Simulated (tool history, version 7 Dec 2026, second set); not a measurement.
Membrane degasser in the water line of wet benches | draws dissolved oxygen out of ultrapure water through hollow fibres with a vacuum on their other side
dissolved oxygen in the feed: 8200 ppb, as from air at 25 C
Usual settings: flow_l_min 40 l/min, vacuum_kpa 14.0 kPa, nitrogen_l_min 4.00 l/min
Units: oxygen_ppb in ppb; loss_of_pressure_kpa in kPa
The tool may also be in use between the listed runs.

run    hour  flow_l_min  vacuum_kpa  nitrogen_l_min  oxygen_ppb  loss_of_pressure_kpa
  1     0.0          40        14.0            4.00       298.0                 55.56
  2    28.6          40        16.8            4.00       366.4                 55.06
  3    70.5          40        16.8            4.00       363.2                 55.50
  4   126.6          40        26.1            4.00       563.0                 55.32
  5   185.6          40        26.1            4.00       556.4                 55.80
  6   235.2          40        26.1            4.00       563.2                 55.33
  7   299.6          40         9.4            4.00       199.2                 55.48
  8   349.8          40         9.4            4.00       195.7                 55.34
  9   378.3          40         9.4            4.00       200.1                 55.36
 10   410.0          40        32.5            4.00       695.9                 55.33
 11   458.6          40        14.0            4.00       298.7                 55.71
 12   499.6          40        14.0            2.36       451.9                 55.84
 13   525.9          40        14.0            4.00       300.6                 55.75
 14   566.5          49        14.0            4.00       394.8                 67.90
 15   593.8          44        13.7            1.68       626.4                 61.10
 16   633.4          50        11.5            9.98       202.9                 69.41
 17   666.6          30        14.0            3.80       220.2                 41.46
 18   717.3          30        14.0            3.80       219.5                 41.73
 19   782.1          31        14.4           11.05        99.0                 43.34
 20   833.9          47        10.2            7.67       191.8                 65.42
 21   866.5          40        15.5            5.89       246.9                 55.61
 22   893.3          46        15.5            2.79       515.2                 63.82
 23   924.8          53        18.1            4.76       487.8                 72.96
 24   983.0          45        16.2            2.40       584.7                 62.47
 25  1045.6          45        34.5            4.57       732.8                 62.52
 26  1107.7          27        14.0            2.03       329.3                 37.46
 27  1169.5          57        14.0            2.03       731.8                 79.16

Forecast each of these 5 alternatives for the next run:
  A  1229.4          40        14.0            4.27           ?                     ?
  B  1229.4          35        28.0            3.71           ?                     ?
  C  1229.4          51        18.3            1.69           ?                     ?
  D  1229.4          31        14.0            4.00           ?                     ?
  E  1229.4          40        14.0            3.12           ?                     ?

run  oxygen_ppb  loss_of_pressure_kpa
  A       282.6                 55.39
  B       550.3                 48.36
  C       968.6                 70.64
  D       216.7                 42.90
  E       360.8                 55.91
Without the tool's hidden state the same runs would have given:
run  oxygen_ppb  loss_of_pressure_kpa
  A       282.3                 55.37
  B       550.1                 48.34
  C       968.0                 70.61
  D       216.5                 42.88
  E       360.5                 55.89
